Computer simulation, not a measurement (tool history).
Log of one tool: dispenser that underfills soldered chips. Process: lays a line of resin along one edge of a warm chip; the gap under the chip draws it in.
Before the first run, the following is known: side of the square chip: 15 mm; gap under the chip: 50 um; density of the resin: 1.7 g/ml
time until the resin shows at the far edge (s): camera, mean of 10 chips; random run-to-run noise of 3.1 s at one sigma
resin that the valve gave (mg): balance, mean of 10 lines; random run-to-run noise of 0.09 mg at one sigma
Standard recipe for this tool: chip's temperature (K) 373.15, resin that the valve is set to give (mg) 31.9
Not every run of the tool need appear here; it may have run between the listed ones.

| run | hour | chip's temperature (K) | resin that the valve is set to give (mg) | time until the resin shows at the far edge (s) | resin that the valve gave (mg) |
|---|---|---|---|---|---|
| 1 | 0 | 373.15 | 31.9 | 411.7 | 30.86 |
| 2 | 7.2 | 373.15 | 31.9 | 394.6 | 30.73 |
| 3 | 12.1 | 385.15 | 31.9 | 197.7 | 30.78 |
| 4 | 21.8 | 367.15 | 31.9 | 425.8 | 31.88 |
| 5 | 30.1 | 367.15 | 31.9 | 424.6 | 31.71 |
| 6 | 35.2 | 367.15 | 31.9 | 549.8 | 31.79 |
| 7 | 39.4 | 375.15 | 31.9 | 319.5 | 31.62 |
| 8 | 45.1 | 373.15 | 31.9 | 467.1 | 31.6 |
| 9 | 53.7 | 383.15 | 31.9 | 314.4 | 31.46 |
| 10 | 60 | 383.15 | 31.9 | 278.8 | 31.28 |
| 11 | 67.9 | 383.15 | 31.9 | 277.1 | 31.29 |
| 12 | 77 | 373.15 | 32.3 | 418.9 | 31.42 |
| 13 | 82.4 | 373.15 | 31.9 | 358.8 | 31.18 |
| 14 | 88 | 373.15 | 31.9 | 472.7 | 30.89 |
| 15 | 95.2 | 373.15 | 31.9 | 441.9 | 30.94 |
| 16 | 100.3 | 373.15 | 31.9 | 378.3 | 30.86 |
| 17 | 106.6 | 373.15 | 31.9 | 339.2 | 30.77 |
| 18 | 111.3 | 373.15 | 31.9 | 405.4 | 31.86 |
| 19 | 116.1 | 386.15 | 31.9 | 203 | 31.95 |
| 20 | 119.9 | 365.15 | 30.8 | 576.7 | 30.67 |
| 21 | 125.7 | 365.15 | 30.8 | 512.1 | 30.59 |
| 22 | 133.2 | 365.15 | 30.8 | 489.4 | 30.54 |
| 23 | 139.1 | 363.15 | 38.2 | 710.3 | 37.78 |
| 24 | 146 | 366.15 | 31.4 | 588.1 | 31.06 |
| 25 | 150.5 | 366.15 | 31.4 | 474.5 | 30.78 |
| 26 | 154.8 | 387.15 | 28.5 | 253.7 | 28.04 |
| 27 | 161.9 | 387.15 | 28.5 | 241.3 | 27.85 |
| 28 | 166 | 373.15 | 36.7 | 337.1 | 35.91 |
| 29 | 173.7 | 373.15 | 36.7 | 326.1 | 35.79 |
| 30 | 177.6 | 372.15 | 31.2 | 426.5 | 30.45 |
| 31 | 186 | 383.15 | 31.9 | 264.8 | 31.04 |
| 32 | 191 | 360.15 | 34 | 591.8 | 32.75 |
| 33 | 199.3 | 368.15 | 28.5 | 438.5 | 27.54 |
| 34 | 209.6 | 360.15 | 30.7 | 620.6 | 30.52 |

Put back what was entered between runs (28 entries, withheld): which listed runs does each sit between, and how does the hidden state differ from the listed run before to the listed run after?
From run 1 to run 2: new syringe of resin (hour 3.4)
  resin's viscosity, % of fresh resin's: 129.8 -> 122.1; dose that the valve gives, % of what is set: 96.69 -> 96.42; true chip temperature over the reading, C: -1.06 -> -1.1
  measured value less the no-hidden-state value, time until the resin shows at the far edge (s): +109.3 -> +86.7; resin that the valve gave (mg): -1.05 -> -1.14
From run 2 to run 3: new syringe of resin (hour 12.1)
  resin's viscosity, % of fresh resin's: 122.1 -> 99.5; dose that the valve gives, % of what is set: 96.42 -> 96.22; true chip temperature over the reading, C: -1.1 -> -1.12
  measured value less the no-hidden-state value, time until the resin shows at the far edge (s): +86.7 -> +8.2; resin that the valve gave (mg): -1.14 -> -1.21
From run 3 to run 4: dispensing valve cleaned and set on the balance (hour 16.5); new syringe of resin (hour 21.4)
  resin's viscosity, % of fresh resin's: 99.5 -> 102.2; dose that the valve gives, % of what is set: 96.22 -> 99.85; true chip temperature over the reading, C: -1.12 -> -1.17
  measured value less the no-hidden-state value, time until the resin shows at the far edge (s): +8.2 -> +29.3; resin that the valve gave (mg): -1.21 -> -0.05
From run 4 to run 5: new syringe of resin (hour 29.7)
  resin's viscosity, % of fresh resin's: 102.2 -> 102.5; dose that the valve gives, % of what is set: 99.85 -> 99.48; true chip temperature over the reading, C: -1.17 -> -1.21
  measured value less the no-hidden-state value, time until the resin shows at the far edge (s): +29.3 -> +31.4; resin that the valve gave (mg): -0.05 -> -0.17
From run 6 to run 7: new syringe of resin (hour 37.9)
  resin's viscosity, % of fresh resin's: 132.9 -> 106.6; dose that the valve gives, % of what is set: 99.26 -> 99.1; true chip temperature over the reading, C: -1.24 -> -1.25
  measured value less the no-hidden-state value, time until the resin shows at the far edge (s): +157.6 -> +35; resin that the valve gave (mg): -0.24 -> -0.29
From run 8 to run 9: new syringe of resin (hour 46.1)
  resin's viscosity, % of fresh resin's: 142.4 -> 147.9; dose that the valve gives, % of what is set: 98.83 -> 98.5; true chip temperature over the reading, C: -1.28 -> -1.33
  measured value less the no-hidden-state value, time until the resin shows at the far edge (s): +156.1 -> +112.8; resin that the valve gave (mg): -0.37 -> -0.48
From run 9 to run 10: new syringe of resin (hour 54.8)
  resin's viscosity, % of fresh resin's: 147.9 -> 128.8; dose that the valve gives, % of what is set: 98.5 -> 98.26; true chip temperature over the reading, C: -1.33 -> -1.35
  measured value less the no-hidden-state value, time until the resin shows at the far edge (s): +112.8 -> +74; resin that the valve gave (mg): -0.48 -> -0.56
From run 10 to run 11: new syringe of resin (hour 63.1)
  resin's viscosity, % of fresh resin's: 128.8 -> 128.3; dose that the valve gives, % of what is set: 98.26 -> 97.92; true chip temperature over the reading, C: -1.35 -> -1.39
  measured value less the no-hidden-state value, time until the resin shows at the far edge (s): +74 -> +72.9; resin that the valve gave (mg): -0.56 -> -0.66
From run 11 to run 12: new syringe of resin (hour 71.6)
  resin's viscosity, % of fresh resin's: 128.3 -> 131.6; dose that the valve gives, % of what is set: 97.92 -> 97.57; true chip temperature over the reading, C: -1.39 -> -1.44
  measured value less the no-hidden-state value, time until the resin shows at the far edge (s): +72.9 -> +119.5; resin that the valve gave (mg): -0.66 -> -0.78
From run 12 to run 13: new syringe of resin (hour 80.3)
  resin's viscosity, % of fresh resin's: 131.6 -> 109.9; dose that the valve gives, % of what is set: 97.57 -> 97.34; true chip temperature over the reading, C: -1.44 -> -1.46
  measured value less the no-hidden-state value, time until the resin shows at the far edge (s): +119.5 -> +52.3; resin that the valve gave (mg): -0.78 -> -0.85
From run 14 to run 15: new syringe of resin (hour 89)
  resin's viscosity, % of fresh resin's: 145.7 -> 134.9; dose that the valve gives, % of what is set: 97.1 -> 96.79; true chip temperature over the reading, C: -1.49 -> -1.53
  measured value less the no-hidden-state value, time until the resin shows at the far edge (s): +168.7 -> +135.3; resin that the valve gave (mg): -0.92 -> -1.03
From run 15 to run 16: new syringe of resin (hour 97.8)
  resin's viscosity, % of fresh resin's: 134.9 -> 113.7; dose that the valve gives, % of what is set: 96.79 -> 96.6; true chip temperature over the reading, C: -1.53 -> -1.55
  measured value less the no-hidden-state value, time until the resin shows at the far edge (s): +135.3 -> +67.2; resin that the valve gave (mg): -1.03 -> -1.09
From run 16 to run 17: new syringe of resin (hour 106)
  resin's viscosity, % of fresh resin's: 113.7 -> 102.2; dose that the valve gives, % of what is set: 96.6 -> 96.34; true chip temperature over the reading, C: -1.55 -> -1.58
  measured value less the no-hidden-state value, time until the resin shows at the far edge (s): +67.2 -> +29.3; resin that the valve gave (mg): -1.09 -> -1.17
From run 17 to run 18: dispensing valve cleaned and set on the balance (hour 111.3)
  resin's viscosity, % of fresh resin's: 102.2 -> 123.1; dose that the valve gives, % of what is set: 96.34 -> 100.18; true chip temperature over the reading, C: -1.58 -> -1.6
  measured value less the no-hidden-state value, time until the resin shows at the far edge (s): +29.3 -> +96.9; resin that the valve gave (mg): -1.17 -> +0.05
From run 18 to run 19: new syringe of resin (hour 115.2)
  resin's viscosity, % of fresh resin's: 123.1 -> 104.9; dose that the valve gives, % of what is set: 100.18 -> 99.97; true chip temperature over the reading, C: -1.6 -> -1.62
  measured value less the no-hidden-state value, time until the resin shows at the far edge (s): +96.9 -> +21.3; resin that the valve gave (mg): +0.05 -> -0.01
From run 20 to run 21: new syringe of resin (hour 123.8)
  resin's viscosity, % of fresh resin's: 127.3 -> 110.7; dose that the valve gives, % of what is set: 99.8 -> 99.6; true chip temperature over the reading, C: -1.64 -> -1.67
  measured value less the no-hidden-state value, time until the resin shows at the far edge (s): +154.9 -> +81.6; resin that the valve gave (mg): -0.06 -> -0.13
From run 21 to run 22: new syringe of resin (hour 132)
  resin's viscosity, % of fresh resin's: 110.7 -> 105.5; dose that the valve gives, % of what is set: 99.6 -> 99.3; true chip temperature over the reading, C: -1.67 -> -1.7
  measured value less the no-hidden-state value, time until the resin shows at the far edge (s): +81.6 -> +58.6; resin that the valve gave (mg): -0.13 -> -0.22
From run 23 to run 24: new syringe of resin (hour 140.6)
  resin's viscosity, % of fresh resin's: 142.5 -> 132.2; dose that the valve gives, % of what is set: 99.03 -> 98.74; true chip temperature over the reading, C: -1.73 -> -1.76
  measured value less the no-hidden-state value, time until the resin shows at the far edge (s): +248.1 -> +176; resin that the valve gave (mg): -0.37 -> -0.39
From run 24 to run 25: new syringe of resin (hour 148.8)
  resin's viscosity, % of fresh resin's: 132.2 -> 107.2; dose that the valve gives, % of what is set: 98.74 -> 98.58; true chip temperature over the reading, C: -1.76 -> -1.78
  measured value less the no-hidden-state value, time until the resin shows at the far edge (s): +176 -> +65; resin that the valve gave (mg): -0.39 -> -0.44
From run 26 to run 27: new syringe of resin (hour 157.3)
  resin's viscosity, % of fresh resin's: 133.8 -> 126.6; dose that the valve gives, % of what is set: 98.37 -> 98.1; true chip temperature over the reading, C: -1.8 -> -1.84
  measured value less the no-hidden-state value, time until the resin shows at the far edge (s): +77.3 -> +64.3; resin that the valve gave (mg): -0.47 -> -0.54
From run 27 to run 28: new syringe of resin (hour 165.5)
  resin's viscosity, % of fresh resin's: 126.6 -> 103.1; dose that the valve gives, % of what is set: 98.1 -> 97.95; true chip temperature over the reading, C: -1.84 -> -1.86
  measured value less the no-hidden-state value, time until the resin shows at the far edge (s): +64.3 -> +34.6; resin that the valve gave (mg): -0.54 -> -0.75
From run 28 to run 29: new syringe of resin (hour 173.7)
  resin's viscosity, % of fresh resin's: 103.1 -> 100.3; dose that the valve gives, % of what is set: 97.95 -> 97.62; true chip temperature over the reading, C: -1.86 -> -1.89
  measured value less the no-hidden-state value, time until the resin shows at the far edge (s): +34.6 -> +25.5; resin that the valve gave (mg): -0.75 -> -0.87
From run 30 to run 31: new syringe of resin (hour 182.2)
  resin's viscosity, % of fresh resin's: 122.5 -> 120.1; dose that the valve gives, % of what is set: 97.46 -> 97.1; true chip temperature over the reading, C: -1.91 -> -1.95
  measured value less the no-hidden-state value, time until the resin shows at the far edge (s): +105.6 -> +60.9; resin that the valve gave (mg): -0.79 -> -0.93
From run 31 to run 32: new syringe of resin (hour 190.4)
  resin's viscosity, % of fresh resin's: 120.1 -> 101.6; dose that the valve gives, % of what is set: 97.1 -> 96.91; true chip temperature over the reading, C: -1.95 -> -1.98
  measured value less the no-hidden-state value, time until the resin shows at the far edge (s): +60.9 -> +59; resin that the valve gave (mg): -0.93 -> -1.04
From run 32 to run 33: new syringe of resin (hour 198.7)
  resin's viscosity, % of fresh resin's: 101.6 -> 104.6; dose that the valve gives, % of what is set: 96.91 -> 96.54; true chip temperature over the reading, C: -1.98 -> -2.02
  measured value less the no-hidden-state value, time until the resin shows at the far edge (s): +59 -> +56.2; resin that the valve gave (mg): -1.04 -> -0.99
From run 33 to run 34: dispensing valve cleaned and set on the balance (hour 206.2); new syringe of resin (hour 208.4)
  resin's viscosity, % of fresh resin's: 104.6 -> 107.1; dose that the valve gives, % of what is set: 96.54 -> 99.72; true chip temperature over the reading, C: -2.02 -> -2.07
  measured value less the no-hidden-state value, time until the resin shows at the far edge (s): +56.2 -> +91.9; resin that the valve gave (mg): -0.99 -> -0.08

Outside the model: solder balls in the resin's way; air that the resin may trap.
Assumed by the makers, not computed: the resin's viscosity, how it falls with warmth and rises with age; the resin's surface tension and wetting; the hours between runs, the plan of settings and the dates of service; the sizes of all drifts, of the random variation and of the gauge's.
